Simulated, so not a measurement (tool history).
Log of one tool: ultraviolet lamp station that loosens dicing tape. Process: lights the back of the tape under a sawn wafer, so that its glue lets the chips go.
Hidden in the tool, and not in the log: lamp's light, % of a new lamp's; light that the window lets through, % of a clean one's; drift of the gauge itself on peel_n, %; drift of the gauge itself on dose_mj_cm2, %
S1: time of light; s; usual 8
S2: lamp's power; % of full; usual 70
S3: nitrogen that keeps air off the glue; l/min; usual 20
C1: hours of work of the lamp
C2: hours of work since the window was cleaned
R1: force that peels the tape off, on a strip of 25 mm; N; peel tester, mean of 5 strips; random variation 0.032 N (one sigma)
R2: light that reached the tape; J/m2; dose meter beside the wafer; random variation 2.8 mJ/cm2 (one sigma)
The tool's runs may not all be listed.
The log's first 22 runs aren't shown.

run 23 hour=258.5 | S1=10 S2=94 S3=20 | C1=155 C2=59 | R1=0.518 R2=6630
run 24 hour=272.7 | S1=10 S2=93 S3=39 | C1=162 C2=66 | R1=0.333 R2=6520
run 25 hour=283.9 | S1=10 S2=91 S3=39 | C1=168 C2=72 | R1=0.364 R2=6420
run 26 hour=291.7 | S1=8 S2=94 S3=20 | C1=172 C2=76 | R1=0.899 R2=5350
run 27 hour=305.2 | S1=8 S2=94 S3=20 | C1=179 C2=82 | R1=0.845 R2=5400
run 28 hour=315.8 | S1=8 S2=70 S3=7 | C1=184 C2=88 | R1=3.172 R2=3990
run 29 hour=326.4 | S1=7 S2=75 S3=11 | C1=189 C2=93 | R1=2.696 R2=3710
run 30 hour=337.1 | S1=5 S2=80 S3=34 | C1=195 C2=98 | R1=1.982 R2=2800
run 31 hour=343.9 | S1=8 S2=70 S3=7 | C1=198 C2=102 | R1=3.203 R2=3980
run 32 hour=351.5 | S1=14 S2=91 S3=19 | C1=202 C2=106 | R1=0.306 R2=9050
run 33 hour=360.4 | S1=4 S2=72 S3=29 | C1=206 C2=110 | R1=3.356 R2=2030
run 34 hour=370 | S1=4 S2=72 S3=29 | C1=211 C2=115 | R1=3.434 R2=2000
run 35 hour=379.3 | S1=11 S2=81 S3=23 | C1=216 C2=120 | R1=0.555 R2=6310
run 36 hour=393.8 | S1=4 S2=66 S3=20 | C1=223 C2=127 | R1=4.583 R2=1870
run 37 hour=400 | S1=8 S2=88 S3=20 | C1=226 C2=130 | R1=1.02 R2=4980
run 38 hour=413.4 | S1=8 S2=70 S3=16 | C1=233 C2=137 | R1=1.89 R2=3940

4 ways to go on from here, each from the tool as it stands after run 38. What would each give?
run A hour=426.7 | S1=5 S2=84 S3=26 | C1=240 C2=143 | R1=? R2=?
run B hour=426.7 | S1=8 S2=61 S3=8 | C1=240 C2=143 | R1=? R2=?
run C hour=426.7 | S1=8 S2=70 S3=15 | C1=240 C2=143 | R1=? R2=?
run D hour=426.7 | S1=13 S2=70 S3=16 | C1=240 C2=143 | R1=? R2=?

run=A R1=2.221 R2=2980
run=B R1=3.6 R2=3420
run=C R1=1.989 R2=3980
run=D R1=0.688 R2=6410
Without the tool's hidden state the same runs would have given:
run=A R1=2.217 R2=2980
run=B R1=3.596 R2=3430
run=C R1=1.986 R2=3980
run=D R1=0.687 R2=6420
